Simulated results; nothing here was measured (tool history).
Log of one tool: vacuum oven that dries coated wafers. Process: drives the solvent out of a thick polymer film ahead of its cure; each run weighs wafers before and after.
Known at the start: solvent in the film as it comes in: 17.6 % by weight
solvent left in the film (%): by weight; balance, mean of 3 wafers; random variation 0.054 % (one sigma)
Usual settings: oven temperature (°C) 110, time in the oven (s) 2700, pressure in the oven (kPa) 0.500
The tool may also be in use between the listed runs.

run,day,oven temperature (°C),time in the oven (s),pressure in the oven (kPa),solvent left in the film (%)
1,0.000,110,2700,0.500,2.04
2,1.021,110,4320,0.500,0.75
3,1.671,110,4320,0.500,0.86
4,2.192,110,2700,0.500,2.13
5,2.817,110,2700,0.500,2.05
6,3.879,110,2700,0.500,2.18
7,4.442,110,2700,0.500,2.06
8,5.038,110,2700,0.500,2.13
9,5.967,110,2700,0.500,2.22
10,7.129,110,2700,0.500,2.18
11,7.700,110,2700,0.500,2.18
# day 8.667: oven's thermocouples calibrated
12,8.833,113,1380,0.500,4.35
13,9.888,110,2580,0.729,2.41
14,10.800,110,1800,0.500,3.93
15,11.658,100,1440,0.500,8.21
16,12.500,96,2100,1.261,7.52
17,13.242,117,4680,0.500,0.25
18,14.208,101,4200,0.500,2.45
19,15.217,101,4200,0.500,2.57
20,15.708,103,2640,0.656,4.12

Forecast each of these 4 alternatives for the next run:
A,16.312,124,2700,0.480,?
B,16.312,97,2040,0.500,?
C,16.312,95,1620,0.266,?
D,16.312,99,2640,1.492,?

run,solvent left in the film (%)
A,0.34
B,7.36
C,8.73
D,5.88
Without the tool's hidden state the same runs would have given:
run,solvent left in the film (%)
A,0.34
B,7.35
C,8.72
D,5.87
